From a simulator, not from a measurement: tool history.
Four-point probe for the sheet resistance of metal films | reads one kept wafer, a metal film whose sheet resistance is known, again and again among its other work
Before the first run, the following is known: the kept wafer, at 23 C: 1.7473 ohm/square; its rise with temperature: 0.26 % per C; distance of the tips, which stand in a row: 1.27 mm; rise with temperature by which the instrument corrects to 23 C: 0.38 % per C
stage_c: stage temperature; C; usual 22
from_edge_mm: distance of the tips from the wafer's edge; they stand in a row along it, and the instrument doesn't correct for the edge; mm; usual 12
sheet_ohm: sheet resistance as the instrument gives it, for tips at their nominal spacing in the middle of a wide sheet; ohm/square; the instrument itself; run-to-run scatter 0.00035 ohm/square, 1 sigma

| run | hour | stage_c | from_edge_mm | sheet_ohm |
|---|---|---|---|---|
| 1 | 0 | 22 | 12 | 1.762341 |
| 2 | 41 | 22 | 12 | 1.763232 |
| 3 | 73.7 | 22 | 12 | 1.763321 |
| 4 | 109.5 | 22 | 12 | 1.763124 |
| 5 | 130.4 | 22 | 12 | 1.763062 |
| 6 | 178.9 | 22 | 15 | 1.759411 |
| 7 | 206.7 | 22 | 15 | 1.759441 |
| 8 | 248.5 | 35 | 64 | 1.728583 |
| 9 | 269.5 | 35 | 64 | 1.728199 |
| 10 | 313.3 | 23 | 17 | 1.756547 |
| 11 | 355.6 | 19 | 74 | 1.759256 |
| 12 | 381.6 | 18 | 6 | 1.802878 |
| 13 | 425.8 | 19 | 28 | 1.761802 |

Branching from run 13: 5 alternative next runs. What would each branch give?
| A | 460.2 | 24 | 31 | ? |
| B | 460.2 | 30 | 23 | ? |
| C | 460.2 | 23 | 6 | ? |
| D | 460.2 | 19 | 9 | ? |
| E | 460.2 | 21 | 12 | ? |

| run | sheet_ohm |
|---|---|
| A | 1.751379 |
| B | 1.740652 |
| C | 1.79282 |
| D | 1.778473 |
| E | 1.766255 |
What these runs would have given with no unlogged condition in the tool:
| run | sheet_ohm |
|---|---|
| A | 1.747264 |
| B | 1.736568 |
| C | 1.788614 |
| D | 1.774294 |
| E | 1.762105 |
